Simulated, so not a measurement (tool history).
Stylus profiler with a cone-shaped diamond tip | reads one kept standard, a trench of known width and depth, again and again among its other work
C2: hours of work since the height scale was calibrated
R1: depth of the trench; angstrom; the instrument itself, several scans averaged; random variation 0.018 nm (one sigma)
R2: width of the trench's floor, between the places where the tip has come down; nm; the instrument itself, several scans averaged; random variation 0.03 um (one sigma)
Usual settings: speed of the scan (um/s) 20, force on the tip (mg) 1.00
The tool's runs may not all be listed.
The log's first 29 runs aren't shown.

Run 30, day 34.621: usual settings but speed of the scan (um/s) 8, force on the tip (mg) 1.77; scans with this tip 6410; C2 478. Result: R1 1013.7 angstrom, R2 18410 nm.
Run 31, day 36.154: usual settings but speed of the scan (um/s) 8, force on the tip (mg) 1.77; scans with this tip 6651; C2 496. Result: R1 1013.4 angstrom, R2 18450 nm.
Run 32, day 37.500: usual settings but speed of the scan (um/s) 6, force on the tip (mg) 0.42; scans with this tip 6861; C2 512. Result: R1 1006.0 angstrom, R2 18420 nm.
Run 33, day 38.417: usual settings but speed of the scan (um/s) 15, force on the tip (mg) 0.40; scans with this tip 7005; C2 522. Result: R1 1006.4 angstrom, R2 18350 nm.
Run 34, day 39.621: usual settings but speed of the scan (um/s) 51, force on the tip (mg) 1.04; scans with this tip 7194; C2 536. Result: R1 1010.4 angstrom, R2 18230 nm.
Run 35, day 41.162: usual settings but speed of the scan (um/s) 51, force on the tip (mg) 1.04; scans with this tip 7436; C2 554. Result: R1 1010.1 angstrom, R2 18200 nm.
Run 36, day 42.679: usual settings but speed of the scan (um/s) 51, force on the tip (mg) 1.04; scans with this tip 7674; C2 572. Result: R1 1010.2 angstrom, R2 18150 nm.
Run 37, day 44.417: usual settings but speed of the scan (um/s) 22, force on the tip (mg) 1.72; scans with this tip 7946; C2 593. Result: R1 1013.8 angstrom, R2 18310 nm.
Run 38, day 45.546: usual settings but speed of the scan (um/s) 5, force on the tip (mg) 1.19; scans with this tip 8123; C2 606. Result: R1 1011.4 angstrom, R2 18360 nm.
Run 39, day 47.179: usual settings but speed of the scan (um/s) 48, force on the tip (mg) 0.34; scans with this tip 8379; C2 625. Result: R1 1005.8 angstrom, R2 17940 nm.
Run 40, day 48.762: usual settings but speed of the scan (um/s) 16, force on the tip (mg) 1.05; scans with this tip 8627; C2 643. Result: R1 1010.9 angstrom, R2 18340 nm.
Run 41, day 50.150: usual settings but speed of the scan (um/s) 24, force on the tip (mg) 0.90; scans with this tip 8845; C2 660. Result: R1 1009.3 angstrom, R2 18290 nm.
Run 42, day 51.496: usual settings but speed of the scan (um/s) 24, force on the tip (mg) 0.90; scans with this tip 9056; C2 675. Result: R1 1009.4 angstrom, R2 18290 nm.
Run 43, day 52.646: usual settings but speed of the scan (um/s) 24, force on the tip (mg) 0.90; scans with this tip 9237; C2 689. Result: R1 1009.9 angstrom, R2 18270 nm.
Run 44, day 54.342: usual settings but speed of the scan (um/s) 6, force on the tip (mg) 1.76; scans with this tip 9503; C2 709. Result: R1 1014.1 angstrom, R2 18370 nm.
Run 45, day 55.392: usual settings but speed of the scan (um/s) 39, force on the tip (mg) 0.92; scans with this tip 9667; C2 721. Result: R1 1010.0 angstrom, R2 18150 nm.
Run 46, day 56.492: usual settings but speed of the scan (um/s) 12, force on the tip (mg) 1.59; scans with this tip 9840; C2 734. Result: R1 1014.0 angstrom, R2 18380 nm.

4 ways to go on from here, each from the tool as it stands after run 46. What would each give?
Run A, day 57.408: usual settings but force on the tip (mg) 0.58; scans with this tip 9983; C2 744. Result: R1 ?, R2 ?.
Run B, day 57.408: usual settings but speed of the scan (um/s) 10, force on the tip (mg) 1.87; scans with this tip 9983; C2 744. Result: R1 ?, R2 ?.
Run C, day 57.408: usual settings but speed of the scan (um/s) 67, force on the tip (mg) 1.06; scans with this tip 9983; C2 744. Result: R1 ?, R2 ?.
Run D, day 57.408: usual settings but speed of the scan (um/s) 69, force on the tip (mg) 2.12; scans with this tip 9983; C2 744. Result: R1 ?, R2 ?.

run      R1     R2
  A  1007.8  18260
  B  1015.1  18370
  C  1011.0  18030
  D  1016.0  18150
Without the tool's hidden state the same runs would have given:
run      R1     R2
  A  1005.7  18460
  B  1013.0  18580
  C  1008.9  18240
  D  1013.9  18360
